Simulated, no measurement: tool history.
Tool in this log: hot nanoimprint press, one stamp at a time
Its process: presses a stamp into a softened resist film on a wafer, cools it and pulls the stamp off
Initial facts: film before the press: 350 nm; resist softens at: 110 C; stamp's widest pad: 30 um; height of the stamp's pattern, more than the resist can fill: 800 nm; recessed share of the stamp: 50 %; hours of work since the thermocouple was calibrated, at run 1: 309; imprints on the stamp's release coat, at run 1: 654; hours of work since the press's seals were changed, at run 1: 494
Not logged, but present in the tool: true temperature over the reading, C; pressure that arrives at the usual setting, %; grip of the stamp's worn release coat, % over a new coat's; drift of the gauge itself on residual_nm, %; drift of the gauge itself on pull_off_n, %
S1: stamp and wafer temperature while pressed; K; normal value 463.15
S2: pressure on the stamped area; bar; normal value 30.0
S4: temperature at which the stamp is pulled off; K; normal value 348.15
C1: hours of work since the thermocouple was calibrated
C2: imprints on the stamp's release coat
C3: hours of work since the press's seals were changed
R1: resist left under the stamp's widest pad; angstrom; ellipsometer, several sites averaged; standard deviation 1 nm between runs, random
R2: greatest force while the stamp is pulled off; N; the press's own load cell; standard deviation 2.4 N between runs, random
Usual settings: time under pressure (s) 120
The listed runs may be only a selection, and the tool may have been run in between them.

{"run": 1, "hour": 0.0, "S1": 463.15, "S2": 30.0, "time under pressure (s)": 120, "S4": 348.15, "C1": 309, "C2": 654, "C3": 494, "R1": 1536, "R2": 134}
{"hour": 53.7, "done": "plate thermocouple calibrated"}
{"run": 2, "hour": 76.6, "S1": 463.15, "S2": 30.0, "time under pressure (s)": 120, "S4": 348.15, "C1": 18, "C2": 858, "C3": 553, "R1": 1482, "R2": 138}
{"hour": 90.1, "done": "stamp cleaned and given a new release coat"}
{"run": 3, "hour": 175.5, "S1": 463.15, "S2": 30.0, "time under pressure (s)": 120, "S4": 348.15, "C1": 92, "C2": 237, "C3": 626, "R1": 1527, "R2": 115}
{"run": 4, "hour": 232.6, "S1": 463.15, "S2": 30.0, "time under pressure (s)": 120, "S4": 348.15, "C1": 137, "C2": 395, "C3": 672, "R1": 1508, "R2": 119}
{"run": 5, "hour": 290.6, "S1": 463.15, "S2": 30.0, "time under pressure (s)": 120, "S4": 348.15, "C1": 183, "C2": 556, "C3": 718, "R1": 1501, "R2": 126}
{"run": 6, "hour": 378.3, "S1": 463.15, "S2": 30.0, "time under pressure (s)": 120, "S4": 348.15, "C1": 253, "C2": 800, "C3": 787, "R1": 1550, "R2": 136}
{"hour": 411.0, "done": "stamp cleaned and given a new release coat"}
{"run": 7, "hour": 424.2, "S1": 463.15, "S2": 30.0, "time under pressure (s)": 120, "S4": 348.15, "C1": 285, "C2": 36, "C3": 819, "R1": 1555, "R2": 108}
{"run": 8, "hour": 469.9, "S1": 463.15, "S2": 30.0, "time under pressure (s)": 120, "S4": 349.15, "C1": 321, "C2": 163, "C3": 855, "R1": 1534, "R2": 111}
{"hour": 508.1, "done": "plate thermocouple calibrated"}
{"hour": 544.5, "done": "press's hydraulic seals changed and the load cell set to zero"}
{"run": 9, "hour": 565.1, "S1": 463.15, "S2": 30.0, "time under pressure (s)": 120, "S4": 349.15, "C1": 39, "C2": 397, "C3": 16, "R1": 1443, "R2": 119}
{"run": 10, "hour": 614.3, "S1": 457.15, "S2": 30.0, "time under pressure (s)": 120, "S4": 349.15, "C1": 78, "C2": 533, "C3": 55, "R1": 1814, "R2": 122}
{"run": 11, "hour": 688.6, "S1": 473.15, "S2": 38.8, "time under pressure (s)": 120, "S4": 333.15, "C1": 137, "C2": 740, "C3": 114, "R1": 905, "R2": 148}
{"hour": 740.0, "done": "stamp cleaned and given a new release coat"}
{"run": 12, "hour": 767.0, "S1": 473.15, "S2": 38.8, "time under pressure (s)": 120, "S4": 333.15, "C1": 194, "C2": 75, "C3": 172, "R1": 919, "R2": 127}
{"run": 13, "hour": 830.3, "S1": 473.15, "S2": 38.8, "time under pressure (s)": 120, "S4": 333.15, "C1": 245, "C2": 251, "C3": 222, "R1": 935, "R2": 134}
{"run": 14, "hour": 896.7, "S1": 463.15, "S2": 21.9, "time under pressure (s)": 120, "S4": 348.15, "C1": 297, "C2": 435, "C3": 275, "R1": 1736, "R2": 121}
{"run": 15, "hour": 953.8, "S1": 463.15, "S2": 21.9, "time under pressure (s)": 120, "S4": 348.15, "C1": 343, "C2": 594, "C3": 320, "R1": 1740, "R2": 132}

Some steps in R1, run to run, broken into two amounts with sign: the step expected even without the hidden condition (settings, incoming material, random variation), and the rest, left for the hidden condition together with whatever gauge scatter is not in both the measured and the hidden-condition-free result:
Run 8 -> 9: plate thermocouple calibrated, press's hydraulic seals changed and the load cell set to zero. R1 -91 angstrom: hidden state -92, all else +1.
Run 10 -> 11: S1 457.15 -> 473.15, S2 30.0 -> 38.8, S4 349.15 -> 333.15. R1 -909 angstrom: hidden state -2, all else -907.

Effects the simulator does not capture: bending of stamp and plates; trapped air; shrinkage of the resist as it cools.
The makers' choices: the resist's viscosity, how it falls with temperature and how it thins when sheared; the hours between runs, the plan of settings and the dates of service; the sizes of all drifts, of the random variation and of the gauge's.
